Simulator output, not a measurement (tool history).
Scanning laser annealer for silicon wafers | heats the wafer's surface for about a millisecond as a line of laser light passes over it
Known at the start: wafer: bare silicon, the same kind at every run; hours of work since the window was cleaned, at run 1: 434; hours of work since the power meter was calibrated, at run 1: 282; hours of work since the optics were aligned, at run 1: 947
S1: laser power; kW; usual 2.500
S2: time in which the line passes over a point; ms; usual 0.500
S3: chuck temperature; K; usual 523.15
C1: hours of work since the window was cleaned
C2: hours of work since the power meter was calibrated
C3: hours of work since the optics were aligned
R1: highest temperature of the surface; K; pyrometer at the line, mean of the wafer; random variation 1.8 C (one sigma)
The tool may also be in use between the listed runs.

run  hour     S1     S2      S3   C1   C2   C3       R1
  1   0.0  2.500  0.500  523.15  434  282  947  1257.15
  2   9.1  2.500  0.500  523.15  440  288  953  1257.15
  3  19.5  2.500  0.500  523.15  447  295  961  1255.15
  4  30.6  2.500  0.413  523.15  455  302  968  1187.15
  5  36.3  2.500  0.413  523.15  459  306  972  1191.15
  6  46.8  2.500  0.413  553.15  466  313  979  1219.15
     52.9  -- optics aligned, line set to its width
  7  58.1  2.500  0.500  523.15  470  318    4  1250.15
  8  67.5  2.500  0.500  523.15  476  324   10  1249.15
     82.0  -- optics aligned, line set to its width, once more
  9  82.0  2.500  0.500  523.15  483  330    0  1263.15
 10  87.9  2.500  0.491  523.15  487  334    4  1257.15

The next listed run, before its measurement:
 11  98.2  2.500  0.491  523.15  494  341  11   ?

R1: 1256.15 K
Without the tool's hidden state the same run would have given R1 1276.15 K.
